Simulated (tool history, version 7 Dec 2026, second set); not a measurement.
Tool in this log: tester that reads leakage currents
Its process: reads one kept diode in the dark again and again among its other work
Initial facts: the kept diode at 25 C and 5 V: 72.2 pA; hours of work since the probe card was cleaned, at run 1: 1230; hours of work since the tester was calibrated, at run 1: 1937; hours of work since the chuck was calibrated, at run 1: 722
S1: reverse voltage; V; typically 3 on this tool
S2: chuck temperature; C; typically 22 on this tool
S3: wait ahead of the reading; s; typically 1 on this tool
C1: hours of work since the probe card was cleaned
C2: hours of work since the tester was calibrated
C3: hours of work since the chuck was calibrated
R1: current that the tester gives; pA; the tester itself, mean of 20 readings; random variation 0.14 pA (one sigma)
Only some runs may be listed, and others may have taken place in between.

| run | hour | S1 | S2 | S3 | C1 | C2 | C3 | R1 |
|---|---|---|---|---|---|---|---|---|
| 1 | 0 | 3 | 22 | 1 | 1230 | 1937 | 722 | 51.75 |
| 2 | 242.8 | 3 | 22 | 3.95 | 1388 | 2094 | 879 | 52.88 |
| 3 | 478.4 | 3 | 22 | 3.95 | 1541 | 2247 | 1032 | 53.48 |
|  | 526.2 | chuck's temperature calibrated |
| 4 | 748.3 | 3 | 22 | 3.95 | 1715 | 2421 | 144 | 52.24 |
| 5 | 961.6 | 3 | 22 | 3.95 | 1853 | 2559 | 282 | 52.89 |
| 6 | 1184.7 | 3 | 22 | 1 | 1998 | 2704 | 427 | 53.89 |
| 7 | 1427.3 | 3 | 49 | 1 | 2155 | 2862 | 585 | 327.21 |
|  | 1484.1 | probe card cleaned and baked |
|  | 1662.1 | tester calibrated |
| 8 | 1676.2 | 3 | 49 | 1 | 123 | 9 | 743 | 317.45 |
| 9 | 1816.8 | 3 | 27 | 1 | 215 | 100 | 834 | 70.36 |
| 10 | 1939.8 | 7.38 | 22 | 1 | 294 | 180 | 914 | 78.02 |
| 11 | 2068.9 | 7.38 | 22 | 9.46 | 378 | 264 | 998 | 78.19 |
|  | 2178.9 | chuck's temperature calibrated |
| 12 | 2281.1 | 7.38 | 22 | 9.46 | 515 | 400 | 66 | 74.39 |
| 13 | 2457.1 | 7.38 | 22 | 9.46 | 629 | 515 | 181 | 75.93 |
| 14 | 2720.1 | 3 | 22 | 1 | 800 | 685 | 351 | 48.68 |
| 15 | 2941.1 | 3 | 22 | 1 | 943 | 829 | 495 | 49.53 |
| 16 | 3162.9 | 5.61 | 22 | 1.07 | 1087 | 973 | 639 | 70.77 |
| 17 | 3337 | 5.61 | 22 | 1.07 | 1200 | 1086 | 752 | 72.26 |
| 18 | 3471.5 | 15.65 | 58 | 0.74 | 1287 | 1173 | 839 | 1281.68 |
| 19 | 3661.2 | 15.65 | 58 | 0.74 | 1410 | 1296 | 962 | 1294.77 |
|  | 3821.2 | chuck's temperature calibrated |
| 20 | 3821.2 | 3 | 22 | 2.51 | 1513 | 1399 | 0 | 49.93 |
| 21 | 4035.1 | 1 | 58 | 0.8 | 1652 | 1537 | 139 | 312.38 |
| 22 | 4240 | 1.29 | 52 | 0.8 | 1785 | 1670 | 272 | 247.97 |
| 23 | 4466.9 | 15.63 | 39 | 7.06 | 1932 | 1818 | 419 | 391.59 |
| 24 | 4682.6 | 15.63 | 23 | 7.06 | 2072 | 1957 | 559 | 149.66 |
|  | 4862.9 | probe card cleaned and baked |
| 25 | 4954.1 | 15.63 | 23 | 7.06 | 59 | 2132 | 733 | 116.29 |
| 26 | 5175 | 2.23 | 24 | 2.1 | 203 | 2275 | 877 | 48.39 |
| 27 | 5379 | 8.6 | 22 | 1.03 | 335 | 2407 | 1009 | 84.57 |
|  | 5477.7 | chuck's temperature calibrated |
| 28 | 5632.7 | 13.05 | 24 | 1.03 | 498 | 2571 | 101 | 116.44 |

Below, some changes in R1 between adjacent runs. For each, the amount present without the hidden state too (settings, incoming material, random variation) and the amount remaining for the hidden state with gauge scatter not shared by both compared results:
What the log doesn't record here: stray current of the dirty probe card, pA a volt; current scale over the true one, %; true chuck temperature over the reading, C; drift of the gauge itself on leakage_pa, %.
Run 17 -> 18: S1 5.61 -> 15.65, S2 22 -> 58, S3 1.07 -> 0.74. R1 +1209.42 pA: hidden state +71.47, all else +1137.95.
Run 19 -> 20: S1 15.65 -> 3, S2 58 -> 22, S3 0.74 -> 2.51, chuck's temperature calibrated. R1 -1244.84 pA: hidden state -87.84, all else -1157.
